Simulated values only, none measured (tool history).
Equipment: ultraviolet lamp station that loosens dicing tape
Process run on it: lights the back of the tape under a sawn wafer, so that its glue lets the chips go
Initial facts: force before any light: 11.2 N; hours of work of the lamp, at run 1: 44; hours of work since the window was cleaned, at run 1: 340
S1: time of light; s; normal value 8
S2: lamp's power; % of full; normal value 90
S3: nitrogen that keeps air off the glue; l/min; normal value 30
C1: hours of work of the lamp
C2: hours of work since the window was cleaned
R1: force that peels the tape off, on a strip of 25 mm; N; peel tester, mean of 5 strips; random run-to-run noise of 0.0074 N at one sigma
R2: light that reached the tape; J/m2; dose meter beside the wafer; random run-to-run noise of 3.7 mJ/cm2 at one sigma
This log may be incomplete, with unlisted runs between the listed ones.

run   hour  S1  S2  S3   C1   C2     R1    R2
  1    0.0   8  90  30   44  340  0.384  5550
      14.3  -- window cleaned of glue's vapour
  2   24.7   8  90  30   56    5  0.411  5410
  3   70.5   8  90  30   79   28  0.411  5370
  4   91.5   8  90  30   89   38  0.438  5260
  5  132.6   8  90  30  109   58  0.468  5220
     139.6  -- window cleaned of glue's vapour, once more
  6  160.9   8  90  26  123   10  0.389  5890
  7  191.3   8  75  30  138   25  0.567  4870
  8  213.7   4  92  30  149   36  1.676  2940
  9  242.4   4  61  58  163   51  2.318  1920
 10  278.3   7  61  30  181   68  1.300  3310
 11  309.2   8  90  57  196   83  0.219  5630
 12  356.3   8  90  57  219  107  0.229  5440
 13  391.4   8  90  57  236  124  0.237  5430

Here are 3 independent what-if runs from the current tool condition. What would each one return?
  A  418.8   8  99  30  250  137   ?   ?
  B  418.8   8  90  34  250  137   ?   ?
  C  418.8   8  84  23  250  137   ?   ?

run     R1    R2
  A  0.329  5870
  B  0.373  5410
  C  0.648  5010
What these runs would have given with no unlogged condition in the tool:
run     R1    R2
  A  0.220  6860
  B  0.245  6330
  C  0.426  5860
